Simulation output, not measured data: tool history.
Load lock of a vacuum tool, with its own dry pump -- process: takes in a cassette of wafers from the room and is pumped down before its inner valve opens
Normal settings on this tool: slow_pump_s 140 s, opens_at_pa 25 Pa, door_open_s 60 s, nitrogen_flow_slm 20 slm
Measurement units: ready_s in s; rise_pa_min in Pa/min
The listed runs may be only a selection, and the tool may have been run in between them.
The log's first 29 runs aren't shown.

run	hour	slow_pump_s	opens_at_pa	door_open_s	nitrogen_flow_slm	hours that the pump has run since its overhaul	times that the door has closed on its seal	incoming humidity of the room's air, %	ready_s	rise_pa_min
30	3300.1	140	44	53	20	5923	13459	46.6	187.9	0.055
31	3453.8	140	44	53	20	6076	14072	45.4	187.5	0.053
32	3535.9	140	44	53	20	6159	14400	42.7	187.2	0.054
33	3689	194	35	26	5	6312	15011	42.9	235.3	0.046
34	3824.7	202	29	113	45	6447	15553	46.4	243.5	0.069
35	3994.4	185	49	56	7	6617	16230	44.4	225.2	0.068
36	4099.6	125	24	81	10	6722	16649	45.1	180.2	0.085
37	4252.4	140	44	60	9	6875	17260	44.4	188.3	0.072

What if the next run were any one of these 4? Each begins from the tool's condition after run 37:
A	4400.1	86	25	60	5	7023	17849	42.4	?	?
B	4400.1	103	44	60	9	7023	17849	49.2	?	?
C	4400.1	256	44	183	9	7023	17849	43	?	?
D	4400.1	128	44	108	9	7023	17849	45.6	?	?

run	ready_s	rise_pa_min
A	147.5	0.074
B	156.3	0.08
C	286	0.16
D	177.4	0.119
Without the tool's unlogged condition, the same runs would have read:
run	ready_s	rise_pa_min
A	147.5	0.073
B	156.3	0.079
C	286	0.159
D	177.3	0.119
